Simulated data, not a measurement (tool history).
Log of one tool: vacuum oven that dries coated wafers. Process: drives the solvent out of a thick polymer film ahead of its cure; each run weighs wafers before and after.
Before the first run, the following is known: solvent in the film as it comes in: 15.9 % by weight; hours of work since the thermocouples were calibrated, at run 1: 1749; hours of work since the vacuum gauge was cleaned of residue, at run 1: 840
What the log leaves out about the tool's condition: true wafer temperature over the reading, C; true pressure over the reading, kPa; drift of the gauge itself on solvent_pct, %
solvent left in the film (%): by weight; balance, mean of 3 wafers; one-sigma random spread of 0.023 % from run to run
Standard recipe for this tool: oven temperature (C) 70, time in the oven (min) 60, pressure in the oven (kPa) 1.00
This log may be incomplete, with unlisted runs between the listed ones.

run	day	oven temperature (C)	time in the oven (min)	pressure in the oven (kPa)	hours of work since the thermocouples were calibrated	hours of work since the vacuum gauge was cleaned of residue	solvent left in the film (%)
1	0.000	70	60	1.00	1749	840	2.16
# day 2.175: oven's thermocouples calibrated
2	2.888	70	60	1.00	10	880	1.80
3	6.592	70	60	1.77	64	934	2.26
4	8.950	70	60	1.77	98	968	2.30
5	12.300	70	60	1.00	146	1016	1.78
6	15.625	70	60	1.00	194	1064	1.78
7	17.562	70	60	1.00	222	1092	1.76
# day 18.854: oven's thermocouples calibrated, once more
8	20.529	73	60	1.00	24	1134	2.25
9	24.092	73	60	1.00	76	1185	2.22
10	25.862	70	60	1.00	101	1211	2.71
11	28.658	70	60	1.00	142	1251	2.75
12	31.583	70	60	1.00	184	1294	2.71
13	34.825	70	60	0.94	231	1341	2.67
14	39.079	61	60	1.90	292	1402	5.55
15	42.246	81	60	1.11	338	1448	1.26
16	44.642	81	60	1.11	373	1483	1.23
17	46.871	79	35	1.00	405	1515	2.91
18	50.712	67	60	1.00	461	1570	3.28
19	54.117	60	48	1.10	510	1620	5.89
20	56.904	68	34	1.03	550	1660	5.31
21	60.196	70	84	1.00	598	1707	1.83

Estimate the outcome of run 22 from the log above:
22	64.279	84	40	0.65	657	1766	?

solvent left in the film (%): 1.50
The same run, on a tool lacking any hidden state, would have yielded solvent left in the film (%) 1.39.
